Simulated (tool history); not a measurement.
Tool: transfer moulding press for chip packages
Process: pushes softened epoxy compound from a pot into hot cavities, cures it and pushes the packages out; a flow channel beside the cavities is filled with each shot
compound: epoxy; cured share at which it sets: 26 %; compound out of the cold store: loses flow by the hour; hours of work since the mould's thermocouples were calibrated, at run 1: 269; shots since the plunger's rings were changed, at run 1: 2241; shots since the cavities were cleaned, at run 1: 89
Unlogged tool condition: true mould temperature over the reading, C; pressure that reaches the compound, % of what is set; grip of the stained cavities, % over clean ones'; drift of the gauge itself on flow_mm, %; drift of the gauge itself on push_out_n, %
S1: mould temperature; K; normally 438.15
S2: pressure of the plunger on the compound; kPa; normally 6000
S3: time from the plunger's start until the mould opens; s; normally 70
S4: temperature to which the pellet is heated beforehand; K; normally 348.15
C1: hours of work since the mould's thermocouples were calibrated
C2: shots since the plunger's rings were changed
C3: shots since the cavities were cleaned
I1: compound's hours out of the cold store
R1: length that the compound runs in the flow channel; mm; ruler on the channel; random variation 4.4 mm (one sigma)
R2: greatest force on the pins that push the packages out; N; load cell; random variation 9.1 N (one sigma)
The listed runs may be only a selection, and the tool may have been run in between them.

{"run": 1, "hour": 0.0, "S1": 438.15, "S2": 6000, "S3": 70, "S4": 348.15, "C1": 269, "C2": 2241, "C3": 89, "I1": 32.3, "R1": 697, "R2": 442}
{"run": 2, "hour": 12.0, "S1": 438.15, "S2": 6000, "S3": 70, "S4": 348.15, "C1": 277, "C2": 2436, "C3": 284, "I1": 34.8, "R1": 668, "R2": 503}
{"run": 3, "hour": 20.1, "S1": 438.15, "S2": 6000, "S3": 70, "S4": 348.15, "C1": 283, "C2": 2569, "C3": 417, "I1": 43.1, "R1": 649, "R2": 561}
{"run": 4, "hour": 30.1, "S1": 438.15, "S2": 6000, "S3": 70, "S4": 348.15, "C1": 290, "C2": 2732, "C3": 580, "I1": 47.7, "R1": 625, "R2": 610}
{"hour": 37.3, "done": "cavities cleaned with cleaning compound and waxed"}
{"run": 5, "hour": 40.8, "S1": 446.15, "S2": 6000, "S3": 70, "S4": 348.15, "C1": 296, "C2": 2883, "C3": 57, "I1": 34.2, "R1": 656, "R2": 395}
{"run": 6, "hour": 56.6, "S1": 446.15, "S2": 6000, "S3": 70, "S4": 348.15, "C1": 307, "C2": 3141, "C3": 315, "I1": 26.5, "R1": 687, "R2": 519}
{"run": 7, "hour": 69.9, "S1": 438.15, "S2": 6000, "S3": 70, "S4": 351.15, "C1": 317, "C2": 3359, "C3": 533, "I1": 37.4, "R1": 662, "R2": 580}
{"hour": 80.0, "done": "cavities cleaned with cleaning compound and waxed"}
{"run": 8, "hour": 82.2, "S1": 438.15, "S2": 6000, "S3": 70, "S4": 351.15, "C1": 324, "C2": 3535, "C3": 36, "I1": 9.2, "R1": 784, "R2": 435}
{"run": 9, "hour": 97.9, "S1": 438.15, "S2": 6000, "S3": 70, "S4": 351.15, "C1": 335, "C2": 3791, "C3": 292, "I1": 26.6, "R1": 709, "R2": 507}
{"run": 10, "hour": 112.9, "S1": 438.15, "S2": 6000, "S3": 70, "S4": 351.15, "C1": 346, "C2": 4036, "C3": 537, "I1": 9.9, "R1": 780, "R2": 589}
{"hour": 122.9, "done": "cavities cleaned with cleaning compound and waxed"}
{"run": 11, "hour": 130.3, "S1": 438.15, "S2": 6000, "S3": 70, "S4": 351.15, "C1": 357, "C2": 4296, "C3": 121, "I1": 17.9, "R1": 741, "R2": 469}
{"run": 12, "hour": 141.9, "S1": 438.15, "S2": 6000, "S3": 70, "S4": 351.15, "C1": 365, "C2": 4485, "C3": 310, "I1": 11.3, "R1": 766, "R2": 546}
{"hour": 147.6, "done": "plunger's sealing rings changed"}
{"run": 13, "hour": 158.2, "S1": 438.15, "S2": 6000, "S3": 70, "S4": 351.15, "C1": 375, "C2": 174, "C3": 536, "I1": 29.1, "R1": 729, "R2": 600}
{"hour": 168.6, "done": "cavities cleaned with cleaning compound and waxed"}
{"run": 14, "hour": 175.7, "S1": 438.15, "S2": 6000, "S3": 70, "S4": 351.15, "C1": 386, "C2": 435, "C3": 116, "I1": 8, "R1": 820, "R2": 464}
{"hour": 179.1, "done": "mould's thermocouples calibrated"}
{"run": 15, "hour": 188.1, "S1": 441.15, "S2": 4890, "S3": 91, "S4": 357.15, "C1": 6, "C2": 605, "C3": 286, "I1": 38.4, "R1": 606, "R2": 486}
{"run": 16, "hour": 200.4, "S1": 440.15, "S2": 4890, "S3": 57, "S4": 345.15, "C1": 15, "C2": 805, "C3": 486, "I1": 19.9, "R1": 678, "R2": 680}
{"run": 17, "hour": 207.1, "S1": 444.15, "S2": 6000, "S3": 69, "S4": 351.15, "C1": 20, "C2": 915, "C3": 596, "I1": 43.6, "R1": 640, "R2": 554}
{"hour": 213.2, "done": "cavities cleaned with cleaning compound and waxed"}
{"run": 18, "hour": 222.8, "S1": 440.15, "S2": 4660, "S3": 76, "S4": 343.15, "C1": 30, "C2": 1148, "C3": 158, "I1": 31.8, "R1": 612, "R2": 454}
{"run": 19, "hour": 235.6, "S1": 440.15, "S2": 4660, "S3": 76, "S4": 343.15, "C1": 39, "C2": 1357, "C3": 367, "I1": 14.5, "R1": 686, "R2": 519}
{"run": 20, "hour": 251.2, "S1": 440.15, "S2": 4660, "S3": 76, "S4": 343.15, "C1": 50, "C2": 1612, "C3": 622, "I1": 16.2, "R1": 674, "R2": 573}
{"hour": 255.2, "done": "cavities cleaned with cleaning compound and waxed"}
{"hour": 258.4, "done": "mould's thermocouples calibrated, once more"}
{"run": 21, "hour": 270.6, "S1": 440.15, "S2": 4660, "S3": 76, "S4": 343.15, "C1": 9, "C2": 1870, "C3": 218, "I1": 16.6, "R1": 674, "R2": 483}
{"run": 22, "hour": 279.2, "S1": 440.15, "S2": 4660, "S3": 76, "S4": 343.15, "C1": 15, "C2": 2010, "C3": 358, "I1": 13.3, "R1": 686, "R2": 525}
{"run": 23, "hour": 294.4, "S1": 439.15, "S2": 4520, "S3": 51, "S4": 350.15, "C1": 25, "C2": 2259, "C3": 607, "I1": 34.3, "R1": 593, "R2": 916}
{"hour": 299.7, "done": "cavities cleaned with cleaning compound and waxed"}
{"run": 24, "hour": 306.8, "S1": 439.15, "S2": 4520, "S3": 51, "S4": 350.15, "C1": 33, "C2": 2438, "C3": 116, "I1": 16.8, "R1": 661, "R2": 716}
{"run": 25, "hour": 322.5, "S1": 431.15, "S2": 6010, "S3": 87, "S4": 350.15, "C1": 44, "C2": 2693, "C3": 371, "I1": 14.8, "R1": 796, "R2": 570}
{"run": 26, "hour": 333.3, "S1": 432.15, "S2": 6010, "S3": 87, "S4": 350.15, "C1": 52, "C2": 2871, "C3": 549, "I1": 22.1, "R1": 753, "R2": 608}
{"hour": 342.9, "done": "cavities cleaned with cleaning compound and waxed"}
{"run": 27, "hour": 347.1, "S1": 432.15, "S2": 6010, "S3": 87, "S4": 350.15, "C1": 60, "C2": 3070, "C3": 67, "I1": 45.4, "R1": 656, "R2": 432}
{"run": 28, "hour": 360.4, "S1": 432.15, "S2": 7360, "S3": 79, "S4": 350.15, "C1": 70, "C2": 3288, "C3": 285, "I1": 36.7, "R1": 763, "R2": 582}

Predict each of these 4 candidate next runs independently; none follows another, all start after run 28:
{"run": "A", "hour": 370.8, "S1": 432.15, "S2": 7360, "S3": 79, "S4": 354.15, "C1": 77, "C2": 3459, "C3": 456, "I1": 25.6, "R1": "?", "R2": "?"}
{"run": "B", "hour": 370.8, "S1": 437.15, "S2": 6260, "S3": 108, "S4": 348.15, "C1": 77, "C2": 3459, "C3": 456, "I1": 33.5, "R1": "?", "R2": "?"}
{"run": "C", "hour": 370.8, "S1": 432.15, "S2": 7360, "S3": 99, "S4": 350.15, "C1": 77, "C2": 3459, "C3": 456, "I1": 46.4, "R1": "?", "R2": "?"}
{"run": "D", "hour": 370.8, "S1": 432.15, "S2": 6790, "S3": 77, "S4": 342.15, "C1": 77, "C2": 3459, "C3": 456, "I1": 38.7, "R1": "?", "R2": "?"}

run=A R1=813 R2=627
run=B R1=696 R2=552
run=C R1=711 R2=561
run=D R1=720 R2=669
Stripped of hidden state, with their random variation kept, the same runs would have yielded:
run=A R1=850 R2=432
run=B R1=728 R2=372
run=C R1=744 R2=377
run=D R1=752 R2=461
